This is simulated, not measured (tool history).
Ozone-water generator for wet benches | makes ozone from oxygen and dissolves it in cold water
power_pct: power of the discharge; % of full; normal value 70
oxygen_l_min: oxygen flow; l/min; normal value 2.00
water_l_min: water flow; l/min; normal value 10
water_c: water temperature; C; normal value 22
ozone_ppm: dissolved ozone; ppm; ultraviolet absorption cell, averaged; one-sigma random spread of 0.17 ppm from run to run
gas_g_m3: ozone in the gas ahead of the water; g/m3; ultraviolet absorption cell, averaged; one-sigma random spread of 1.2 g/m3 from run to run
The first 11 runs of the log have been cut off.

run,day,power_pct,oxygen_l_min,water_l_min,water_c,hours of work since the electrodes were changed,hours of work since the contactor was cleaned,hours of work since the thermometer was calibrated,ozone_ppm,gas_g_m3
12,48.096,70,2.00,10,22,7409,2583,4010,15.9,164.0
13,53.212,70,3.20,10,22,7522,2696,4123,17.4,139.7
14,57.571,70,3.20,10,22,7618,2793,4219,17.0,137.9
15,62.071,70,3.20,10,22,7717,2892,4319,16.8,139.4
16,69.012,70,1.91,10,20,7871,3046,4472,15.6,164.1
17,75.025,70,2.00,10,22,8004,3178,4605,15.2,160.3
# day 75.696: contactor cleaned
18,79.342,70,2.00,10,22,8095,81,4697,15.3,160.3
19,86.283,70,2.00,10,15,8249,234,4850,16.3,157.8
20,90.275,95,1.11,16,16,8337,322,4938,9.8,225.5

For run 21, what comes out?
# day 93.204: electrodes of the discharge changed
21,93.858,95,2.23,10,16,14,396,5012,?,?

ozone_ppm: 28.0 ppm
gas_g_m3: 258.7 g/m3
Minus the tool's unlogged condition, the same run would have read ozone_ppm 29.7 ppm, gas_g_m3 260.6 g/m3.
